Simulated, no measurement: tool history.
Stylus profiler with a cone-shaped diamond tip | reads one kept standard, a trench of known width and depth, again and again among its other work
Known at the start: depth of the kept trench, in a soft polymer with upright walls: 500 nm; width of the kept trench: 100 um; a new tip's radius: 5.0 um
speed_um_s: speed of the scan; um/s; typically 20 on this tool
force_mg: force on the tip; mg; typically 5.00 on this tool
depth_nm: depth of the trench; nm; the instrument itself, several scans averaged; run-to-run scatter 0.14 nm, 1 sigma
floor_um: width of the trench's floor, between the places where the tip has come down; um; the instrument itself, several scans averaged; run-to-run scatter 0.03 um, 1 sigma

{"run": 1, "hour": 0.0, "speed_um_s": 20, "force_mg": 5.0, "depth_nm": 516.53, "floor_um": 94.44}
{"run": 2, "hour": 37.6, "speed_um_s": 20, "force_mg": 5.66, "depth_nm": 517.7, "floor_um": 94.51}
{"run": 3, "hour": 63.8, "speed_um_s": 20, "force_mg": 5.66, "depth_nm": 517.83, "floor_um": 94.48}
{"run": 4, "hour": 96.2, "speed_um_s": 20, "force_mg": 5.0, "depth_nm": 516.62, "floor_um": 94.39}
{"hour": 100.0, "done": "new tip fitted, height scale calibrated"}
{"run": 5, "hour": 125.8, "speed_um_s": 20, "force_mg": 5.0, "depth_nm": 513.99, "floor_um": 95.68}
{"run": 6, "hour": 160.8, "speed_um_s": 20, "force_mg": 5.0, "depth_nm": 513.96, "floor_um": 95.56}
{"run": 7, "hour": 195.0, "speed_um_s": 7, "force_mg": 5.0, "depth_nm": 514.02, "floor_um": 95.63}
{"run": 8, "hour": 238.1, "speed_um_s": 20, "force_mg": 5.0, "depth_nm": 513.93, "floor_um": 95.49}
{"run": 9, "hour": 274.1, "speed_um_s": 32, "force_mg": 5.0, "depth_nm": 513.81, "floor_um": 95.54}
{"run": 10, "hour": 316.0, "speed_um_s": 32, "force_mg": 5.0, "depth_nm": 513.94, "floor_um": 95.41}
{"run": 11, "hour": 349.7, "speed_um_s": 32, "force_mg": 5.0, "depth_nm": 514.41, "floor_um": 95.42}
{"run": 12, "hour": 376.8, "speed_um_s": 32, "force_mg": 5.0, "depth_nm": 514.38, "floor_um": 95.44}
{"run": 13, "hour": 415.0, "speed_um_s": 20, "force_mg": 3.59, "depth_nm": 511.54, "floor_um": 95.46}
{"run": 14, "hour": 435.9, "speed_um_s": 20, "force_mg": 3.59, "depth_nm": 511.65, "floor_um": 95.35}
{"run": 15, "hour": 456.8, "speed_um_s": 20, "force_mg": 5.0, "depth_nm": 514.06, "floor_um": 95.39}
{"run": 16, "hour": 483.7, "speed_um_s": 20, "force_mg": 5.0, "depth_nm": 514.12, "floor_um": 95.43}
{"run": 17, "hour": 525.1, "speed_um_s": 33, "force_mg": 5.0, "depth_nm": 514.07, "floor_um": 95.35}
{"run": 18, "hour": 552.6, "speed_um_s": 33, "force_mg": 5.0, "depth_nm": 514.45, "floor_um": 95.35}
{"run": 19, "hour": 573.4, "speed_um_s": 20, "force_mg": 5.0, "depth_nm": 513.86, "floor_um": 95.37}
{"run": 20, "hour": 601.8, "speed_um_s": 55, "force_mg": 5.0, "depth_nm": 514.31, "floor_um": 95.25}
{"run": 21, "hour": 627.8, "speed_um_s": 55, "force_mg": 5.0, "depth_nm": 514.52, "floor_um": 95.27}
{"run": 22, "hour": 666.2, "speed_um_s": 55, "force_mg": 5.0, "depth_nm": 514.45, "floor_um": 95.22}
{"run": 23, "hour": 704.6, "speed_um_s": 22, "force_mg": 5.3, "depth_nm": 514.97, "floor_um": 95.31}
{"run": 24, "hour": 731.7, "speed_um_s": 26, "force_mg": 10.62, "depth_nm": 523.59, "floor_um": 95.39}
{"run": 25, "hour": 753.3, "speed_um_s": 79, "force_mg": 10.11, "depth_nm": 523.03, "floor_um": 95.18}
{"run": 26, "hour": 789.5, "speed_um_s": 26, "force_mg": 3.14, "depth_nm": 510.74, "floor_um": 95.16}
{"run": 27, "hour": 820.1, "speed_um_s": 12, "force_mg": 3.9, "depth_nm": 512.64, "floor_um": 95.26}
{"run": 28, "hour": 847.0, "speed_um_s": 20, "force_mg": 4.75, "depth_nm": 514.33, "floor_um": 95.26}
{"hour": 851.3, "done": "height scale calibrated on a step standard"}
{"run": 29, "hour": 876.0, "speed_um_s": 20, "force_mg": 4.75, "depth_nm": 514.91, "floor_um": 95.23}
{"run": 30, "hour": 906.8, "speed_um_s": 42, "force_mg": 4.56, "depth_nm": 514.37, "floor_um": 95.15}
{"run": 31, "hour": 924.6, "speed_um_s": 42, "force_mg": 4.56, "depth_nm": 514.6, "floor_um": 95.12}
{"run": 32, "hour": 942.4, "speed_um_s": 21, "force_mg": 7.44, "depth_nm": 519.47, "floor_um": 95.22}
{"run": 33, "hour": 963.0, "speed_um_s": 20, "force_mg": 3.48, "depth_nm": 512.33, "floor_um": 95.19}
{"run": 34, "hour": 982.8, "speed_um_s": 20, "force_mg": 7.32, "depth_nm": 519.39, "floor_um": 95.12}
{"run": 35, "hour": 1007.8, "speed_um_s": 20, "force_mg": 7.32, "depth_nm": 519.49, "floor_um": 95.11}
{"run": 36, "hour": 1026.0, "speed_um_s": 20, "force_mg": 7.32, "depth_nm": 519.14, "floor_um": 95.12}
{"hour": 1059.2, "done": "height scale calibrated on a step standard, once more"}
{"run": 37, "hour": 1059.2, "speed_um_s": 20, "force_mg": 7.32, "depth_nm": 518.1, "floor_um": 95.17}
{"run": 38, "hour": 1078.7, "speed_um_s": 20, "force_mg": 7.32, "depth_nm": 517.88, "floor_um": 95.11}
{"run": 39, "hour": 1102.1, "speed_um_s": 20, "force_mg": 7.32, "depth_nm": 518.13, "floor_um": 95.15}
{"run": 40, "hour": 1137.2, "speed_um_s": 20, "force_mg": 7.32, "depth_nm": 518.15, "floor_um": 95.09}
{"run": 41, "hour": 1158.1, "speed_um_s": 56, "force_mg": 9.93, "depth_nm": 522.06, "floor_um": 95.06}
{"run": 42, "hour": 1193.0, "speed_um_s": 56, "force_mg": 9.93, "depth_nm": 522.09, "floor_um": 95.08}

4 ways to go on from here, each from the tool as it stands after run 42. What would each give?
{"run": "A", "hour": 1225.8, "speed_um_s": 12, "force_mg": 4.01, "depth_nm": "?", "floor_um": "?"}
{"run": "B", "hour": 1225.8, "speed_um_s": 34, "force_mg": 2.47, "depth_nm": "?", "floor_um": "?"}
{"run": "C", "hour": 1225.8, "speed_um_s": 13, "force_mg": 3.67, "depth_nm": "?", "floor_um": "?"}
{"run": "D", "hour": 1225.8, "speed_um_s": 11, "force_mg": 6.7, "depth_nm": "?", "floor_um": "?"}

run=A depth_nm=512.43 floor_um=95.06
run=B depth_nm=509.10 floor_um=94.98
run=C depth_nm=511.43 floor_um=95.05
run=D depth_nm=517.18 floor_um=95.11
Stripped of hidden state, with their random variation kept, the same runs would have yielded:
run=A depth_nm=512.16 floor_um=95.60
run=B depth_nm=508.83 floor_um=95.52
run=C depth_nm=511.16 floor_um=95.59
run=D depth_nm=516.91 floor_um=95.65
